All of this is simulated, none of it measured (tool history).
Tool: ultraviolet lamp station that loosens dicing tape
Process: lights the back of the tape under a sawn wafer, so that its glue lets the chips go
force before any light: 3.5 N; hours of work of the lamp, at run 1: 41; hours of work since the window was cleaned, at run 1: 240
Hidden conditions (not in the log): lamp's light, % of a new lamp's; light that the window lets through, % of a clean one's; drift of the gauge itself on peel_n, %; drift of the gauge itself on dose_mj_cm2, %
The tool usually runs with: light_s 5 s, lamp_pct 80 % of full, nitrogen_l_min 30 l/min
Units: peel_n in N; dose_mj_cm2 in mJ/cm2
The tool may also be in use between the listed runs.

run,hour,light_s,lamp_pct,nitrogen_l_min,hours of work of the lamp,hours of work since the window was cleaned,peel_n,dose_mj_cm2
1,0,5,80,30,41,240,0.353,281
# hour 3.8: window cleaned of glue's vapour
2,14,5,80,30,51,7,0.379,277
3,24,5,80,30,58,14,0.378,283
4,32.6,5,80,36,64,20,0.348,280
5,47.4,5,80,30,74,31,0.378,283
6,64,5,80,30,86,42,0.385,280
7,74.4,5,80,30,93,49,0.369,282
8,85.4,5,80,30,101,57,0.371,279
9,94.6,5,80,12,107,64,0.505,277
10,102.8,5,76,27,113,69,0.412,264
11,116.8,5,76,27,123,79,0.416,267
12,129.7,5,76,27,132,88,0.432,268
13,137.4,5,96,27,137,94,0.311,341
14,144.2,5,96,27,142,98,0.299,338
15,158.9,5,80,24,152,109,0.394,280
16,174.2,6,61,19,163,119,0.485,255
17,185,2,80,44,170,127,1.177,110

4 options for the next run, each taken on its own from the tool as it stands now. Forecast them:
A,192.2,2,70,20,175,132,?,?
B,192.2,2,80,12,175,132,?,?
C,192.2,5,80,52,175,132,?,?
D,192.2,5,100,42,175,132,?,?

run,peel_n,dose_mj_cm2
A,1.549,98
B,1.502,113
C,0.339,281
D,0.266,349
Stripped of hidden state, with their random variation kept, the same runs would have yielded:
run,peel_n,dose_mj_cm2
A,1.547,98
B,1.5,113
C,0.339,281
D,0.265,349

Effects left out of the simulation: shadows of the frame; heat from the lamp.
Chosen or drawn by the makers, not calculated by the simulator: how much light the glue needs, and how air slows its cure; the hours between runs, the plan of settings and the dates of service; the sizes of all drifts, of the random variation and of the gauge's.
